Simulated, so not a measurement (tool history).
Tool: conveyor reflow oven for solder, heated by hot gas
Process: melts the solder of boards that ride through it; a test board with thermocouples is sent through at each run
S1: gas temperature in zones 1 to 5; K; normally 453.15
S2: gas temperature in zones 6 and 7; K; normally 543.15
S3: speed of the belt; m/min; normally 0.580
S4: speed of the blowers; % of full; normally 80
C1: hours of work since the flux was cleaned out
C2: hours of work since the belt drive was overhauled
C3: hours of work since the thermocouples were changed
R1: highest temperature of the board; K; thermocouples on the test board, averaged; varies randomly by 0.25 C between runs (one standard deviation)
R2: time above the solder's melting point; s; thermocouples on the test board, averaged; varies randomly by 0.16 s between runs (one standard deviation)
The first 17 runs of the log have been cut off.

run 18 hour=1137.2 | S1=453.15 S2=541.15 S3=0.498 S4=80 | C1=222 C2=389 C3=977 | R1=527.65 R2=79.1
-- hour=1173.1 flux residue cleaned out of gas plates and filters, once more
run 19 hour=1200.3 | S1=453.15 S2=541.15 S3=0.550 S4=80 | C1=16 C2=423 C3=1011 | R1=527.85 R2=71.9
run 20 hour=1254.4 | S1=453.15 S2=541.15 S3=0.550 S4=80 | C1=47 C2=454 C3=1042 | R1=527.75 R2=71.7
run 21 hour=1308.0 | S1=453.15 S2=541.15 S3=0.550 S4=80 | C1=78 C2=485 C3=1073 | R1=527.65 R2=71.5
run 22 hour=1383.2 | S1=453.15 S2=541.15 S3=0.550 S4=80 | C1=121 C2=528 C3=1116 | R1=527.55 R2=71.5
run 23 hour=1422.1 | S1=456.15 S2=533.15 S3=0.580 S4=80 | C1=143 C2=550 C3=1139 | R1=519.55 R2=62.7
run 24 hour=1494.0 | S1=456.15 S2=533.15 S3=0.580 S4=80 | C1=185 C2=592 C3=1180 | R1=518.95 R2=62.5
-- hour=1511.4 thermocouples of zones 6 and 7 changed
run 25 hour=1561.1 | S1=448.15 S2=533.15 S3=0.621 S4=77 | C1=222 C2=629 C3=29 | R1=518.55 R2=53.6
run 26 hour=1633.7 | S1=448.15 S2=533.15 S3=0.621 S4=77 | C1=264 C2=671 C3=70 | R1=517.85 R2=53.5
run 27 hour=1675.6 | S1=459.15 S2=547.15 S3=0.580 S4=80 | C1=288 C2=695 C3=95 | R1=534.65 R2=74.5
-- hour=1743.2 belt drive overhauled, speed set with a stopwatch
run 28 hour=1762.3 | S1=468.15 S2=547.15 S3=0.650 S4=80 | C1=336 C2=11 C3=142 | R1=531.85 R2=67.0
run 29 hour=1802.5 | S1=442.15 S2=546.15 S3=0.589 S4=80 | C1=359 C2=34 C3=165 | R1=530.05 R2=62.2
run 30 hour=1871.3 | S1=444.15 S2=553.15 S3=0.570 S4=87 | C1=399 C2=74 C3=205 | R1=538.45 R2=71.0

What if the next run were any one of these 3? Each begins from the tool's condition after run 30:
-- hour=1945.3 flux residue cleaned out of gas plates and filters
run A hour=1959.9 | S1=450.15 S2=533.15 S3=0.489 S4=87 | C1=8 C2=122 C3=253 | R1=? R2=?
-- hour=1945.3 flux residue cleaned out of gas plates and filters
run B hour=1959.9 | S1=453.15 S2=541.15 S3=0.580 S4=80 | C1=8 C2=122 C3=253 | R1=? R2=?
-- hour=1945.3 flux residue cleaned out of gas plates and filters
run C hour=1959.9 | S1=444.15 S2=553.15 S3=0.580 S4=87 | C1=8 C2=122 C3=253 | R1=? R2=?

run=A R1=525.15 R2=78.6
run=B R1=528.65 R2=66.9
run=C R1=539.15 R2=70.3
With no hidden state in the tool, these same runs would have given:
run=A R1=525.85 R2=79.0
run=B R1=529.35 R2=67.2
run=C R1=539.95 R2=70.5
